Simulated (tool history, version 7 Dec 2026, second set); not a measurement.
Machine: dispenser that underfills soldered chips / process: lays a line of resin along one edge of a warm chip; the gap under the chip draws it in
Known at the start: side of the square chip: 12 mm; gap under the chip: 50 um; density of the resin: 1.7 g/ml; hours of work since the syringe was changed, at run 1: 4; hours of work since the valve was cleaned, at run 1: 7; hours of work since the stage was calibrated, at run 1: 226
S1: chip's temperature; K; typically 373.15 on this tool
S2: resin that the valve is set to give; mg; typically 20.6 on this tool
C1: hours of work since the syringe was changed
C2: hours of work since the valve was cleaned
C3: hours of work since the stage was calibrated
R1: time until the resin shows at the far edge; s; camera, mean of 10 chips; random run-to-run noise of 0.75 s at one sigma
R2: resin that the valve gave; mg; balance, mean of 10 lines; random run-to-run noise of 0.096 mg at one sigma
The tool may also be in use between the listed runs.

run 1 day=0 | S1=373.15 S2=20.6 | C1=4 C2=7 C3=226 | R1=81.2 R2=20.64
-- day=0.258 new syringe of resin
run 2 day=0.375 | S1=373.15 S2=20.6 | C1=2 C2=13 C3=232 | R1=73.1 R2=20.42
-- day=0.738 new syringe of resin
run 3 day=0.796 | S1=373.15 S2=20.6 | C1=1 C2=19 C3=239 | R1=69.6 R2=20.33
-- day=1.233 new syringe of resin
run 4 day=1.379 | S1=373.15 S2=26 | C1=2 C2=29 C3=248 | R1=73.9 R2=25.5
-- day=1.708 new syringe of resin
run 5 day=1.708 | S1=373.15 S2=21.3 | C1=0 C2=34 C3=253 | R1=64.9 R2=20.74
run 6 day=1.992 | S1=373.15 S2=21.3 | C1=4 C2=38 C3=257 | R1=89.7 R2=20.75
-- day=2.204 new syringe of resin
run 7 day=2.612 | S1=373.15 S2=21.3 | C1=7 C2=48 C3=267 | R1=100.9 R2=20.64
-- day=2.667 new syringe of resin
run 8 day=2.929 | S1=373.15 S2=21.3 | C1=4 C2=53 C3=272 | R1=84.1 R2=20.25
-- day=3.171 new syringe of resin
run 9 day=3.325 | S1=373.15 S2=18.8 | C1=2 C2=59 C3=278 | R1=77.1 R2=17.98
run 10 day=3.608 | S1=373.15 S2=18.8 | C1=7 C2=63 C3=282 | R1=105.7 R2=17.93
-- day=3.671 new syringe of resin
-- day=3.95 dispensing valve cleaned and set on the balance
-- day=4.212 new syringe of resin
run 11 day=4.333 | S1=387.15 S2=20.6 | C1=2 C2=6 C3=293 | R1=40.3 R2=20.5
-- day=4.692 new syringe of resin
run 12 day=4.771 | S1=387.15 S2=20.6 | C1=1 C2=13 C3=300 | R1=39.2 R2=20.29
-- day=5.192 new syringe of resin
run 13 day=5.429 | S1=387.15 S2=20.6 | C1=4 C2=23 C3=310 | R1=44.4 R2=20.15
-- day=5.675 new syringe of resin
run 14 day=5.733 | S1=387.15 S2=20.6 | C1=1 C2=28 C3=315 | R1=36.8 R2=20.12
-- day=6.138 new syringe of resin
run 15 day=6.271 | S1=387.15 S2=20.6 | C1=2 C2=36 C3=323 | R1=40.1 R2=20
-- day=6.533 stage's temperature calibrated
-- day=6.667 new syringe of resin
run 16 day=6.825 | S1=373.15 S2=20.5 | C1=2 C2=44 C3=4 | R1=81.4 R2=19.61
-- day=7.146 new syringe of resin
run 17 day=7.254 | S1=373.15 S2=20.5 | C1=2 C2=51 C3=11 | R1=78.7 R2=19.43
-- day=7.646 new syringe of resin
run 18 day=7.875 | S1=373.15 S2=20.6 | C1=4 C2=60 C3=21 | R1=89.9 R2=19.62
-- day=8.138 new syringe of resin
run 19 day=8.271 | S1=366.15 S2=18.4 | C1=2 C2=66 C3=27 | R1=110.9 R2=17.42
-- day=8.383 dispensing valve cleaned and set on the balance
-- day=8.683 new syringe of resin
run 20 day=8.858 | S1=366.15 S2=18.4 | C1=3 C2=7 C3=35 | R1=114.7 R2=18.32
run 21 day=9.125 | S1=381.15 S2=22.4 | C1=7 C2=12 C3=40 | R1=79.6 R2=21.96
-- day=9.171 new syringe of resin
run 22 day=9.412 | S1=360.15 S2=19.6 | C1=4 C2=16 C3=44 | R1=161.6 R2=19.27
-- day=9.65 new syringe of resin
run 23 day=9.775 | S1=360.15 S2=19.6 | C1=2 C2=22 C3=50 | R1=142.5 R2=19.35
-- day=10.146 new syringe of resin
run 24 day=10.242 | S1=374.15 S2=20.7 | C1=1 C2=29 C3=57 | R1=70.4 R2=20.15
-- day=10.625 new syringe of resin
run 25 day=10.762 | S1=373.15 S2=24.2 | C1=2 C2=37 C3=65 | R1=77.1 R2=23.45
run 26 day=11.042 | S1=369.15 S2=26.4 | C1=7 C2=41 C3=69 | R1=124.8 R2=25.46
-- day=11.112 new syringe of resin
-- day=11.583 new syringe of resin
run 27 day=11.617 | S1=379.15 S2=18.5 | C1=1 C2=50 C3=78 | R1=55.1 R2=17.73
-- day=12.062 new syringe of resin
run 28 day=12.062 | S1=375.15 S2=20.6 | C1=0 C2=57 C3=85 | R1=60.6 R2=19.52
-- day=12.538 new syringe of resin
run 29 day=12.579 | S1=367.15 S2=20.3 | C1=1 C2=65 C3=93 | R1=91.3 R2=19.16
-- day=12.783 dispensing valve cleaned and set on the balance
run 30 day=12.925 | S1=384.15 S2=22.3 | C1=6 C2=2 C3=98 | R1=61.5 R2=22.25
-- day=13.092 new syringe of resin
run 31 day=13.488 | S1=369.15 S2=25.6 | C1=6 C2=11 C3=107 | R1=120 R2=25.17
-- day=13.6 new syringe of resin
-- day=14.083 new syringe of resin
run 32 day=14.146 | S1=369.15 S2=25.6 | C1=1 C2=21 C3=117 | R1=86.5 R2=24.96
-- day=14.554 new syringe of resin
run 33 day=14.6 | S1=375.15 S2=23.2 | C1=1 C2=28 C3=124 | R1=62.8 R2=22.57
-- day=15.042 new syringe of resin
run 34 day=15.229 | S1=379.15 S2=21.8 | C1=3 C2=38 C3=134 | R1=61.6 R2=21.02

How would selected steps in R1 from run to run divide? Give the signed amount a tool lacking its hidden state would still show from settings, what came in and random variation, and the signed amount left for the hidden state, including any gauge scatter that is not in both of the compared results.
Unlogged tool condition in this case: resin's viscosity, % of fresh resin's; dose that the valve gives, % of what is set; true chip temperature over the reading, C; drift of the gauge itself on fill_s, %; drift of the gauge itself on given_mg, %.
Run 21 -> 22: S1 381.15 -> 360.15, S2 22.4 -> 19.6, new syringe of resin. R1 +82 s: hidden state +4.7, all else +77.3.
Run 23 -> 24: S1 360.15 -> 374.15, S2 19.6 -> 20.7, new syringe of resin. R1 -72.1 s: hidden state -9.3, all else -62.8.
Run 25 -> 26: S1 373.15 -> 369.15, S2 24.2 -> 26.4. R1 +47.7 s: hidden state +35.3, all else +12.4.
Run 26 -> 27: S1 369.15 -> 379.15, S2 26.4 -> 18.5, new syringe of resin, new syringe of resin. R1 -69.7 s: hidden state -43.1, all else -26.6.
Run 31 -> 32: new syringe of resin, new syringe of resin. R1 -33.5 s: hidden state -35.5, all else +2.

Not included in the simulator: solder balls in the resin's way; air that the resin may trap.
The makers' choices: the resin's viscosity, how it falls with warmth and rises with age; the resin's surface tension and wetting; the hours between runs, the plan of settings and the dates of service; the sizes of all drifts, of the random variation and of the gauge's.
